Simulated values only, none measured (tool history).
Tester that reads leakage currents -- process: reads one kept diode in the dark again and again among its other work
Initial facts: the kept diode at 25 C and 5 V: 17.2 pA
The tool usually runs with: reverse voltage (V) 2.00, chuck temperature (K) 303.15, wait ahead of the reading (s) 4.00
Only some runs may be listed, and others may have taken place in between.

run,hour,reverse voltage (V),chuck temperature (K),wait ahead of the reading (s),current that the tester gives (pA)
1,0.0,2.00,303.15,4.00,19.61
2,91.2,3.94,303.15,4.00,27.45
3,175.3,3.94,311.15,4.00,48.90
# hour 202.0: tester calibrated
4,240.2,3.94,311.15,4.00,47.59
5,300.5,3.94,311.15,4.00,47.99
6,405.1,2.00,303.15,4.00,19.56
7,500.1,2.00,303.15,4.00,19.91
8,557.8,2.00,303.15,4.00,19.97
9,632.6,2.00,303.15,4.00,20.09
10,685.9,2.00,303.15,4.00,20.26
11,742.3,2.00,303.15,4.00,20.14
12,832.3,2.00,303.15,4.00,20.47
13,888.2,2.00,303.15,4.00,20.30
14,958.9,2.00,303.15,4.00,20.51
15,1024.6,2.58,318.15,1.97,66.91
16,1087.1,2.58,318.15,1.97,67.05
17,1156.6,2.24,295.15,4.00,12.45
18,1265.2,10.02,294.15,0.50,31.72
# hour 1277.4: chuck's temperature calibrated
19,1395.2,3.22,293.15,0.50,15.42
20,1456.9,3.22,293.15,0.50,15.47
21,1525.8,2.19,319.15,4.00,69.47
# hour 1537.8: chuck's temperature calibrated, once more
22,1594.6,2.19,319.15,4.00,57.51
23,1672.8,2.19,308.15,4.00,27.03
24,1741.8,12.49,296.15,4.00,31.15
25,1844.8,12.49,296.15,4.00,31.60
26,1945.1,12.49,296.15,4.00,32.10
# hour 1974.9: probe card cleaned and baked
27,2045.5,12.49,296.15,4.00,24.63

5 options for the next run, each taken on its own from the tool as it stands now. Forecast them:
A,2133.2,7.48,299.15,4.54,?
B,2133.2,2.51,309.15,4.00,?
C,2133.2,16.85,313.15,0.51,?
D,2133.2,3.86,303.15,4.00,?
E,2133.2,8.14,310.15,1.60,?

run,current that the tester gives (pA)
A,24.38
B,30.65
C,107.39
D,23.96
E,58.24
Stripped of hidden state, with their random variation kept, the same runs would have yielded:
run,current that the tester gives (pA)
A,23.12
B,29.34
C,102.81
D,22.85
E,55.67

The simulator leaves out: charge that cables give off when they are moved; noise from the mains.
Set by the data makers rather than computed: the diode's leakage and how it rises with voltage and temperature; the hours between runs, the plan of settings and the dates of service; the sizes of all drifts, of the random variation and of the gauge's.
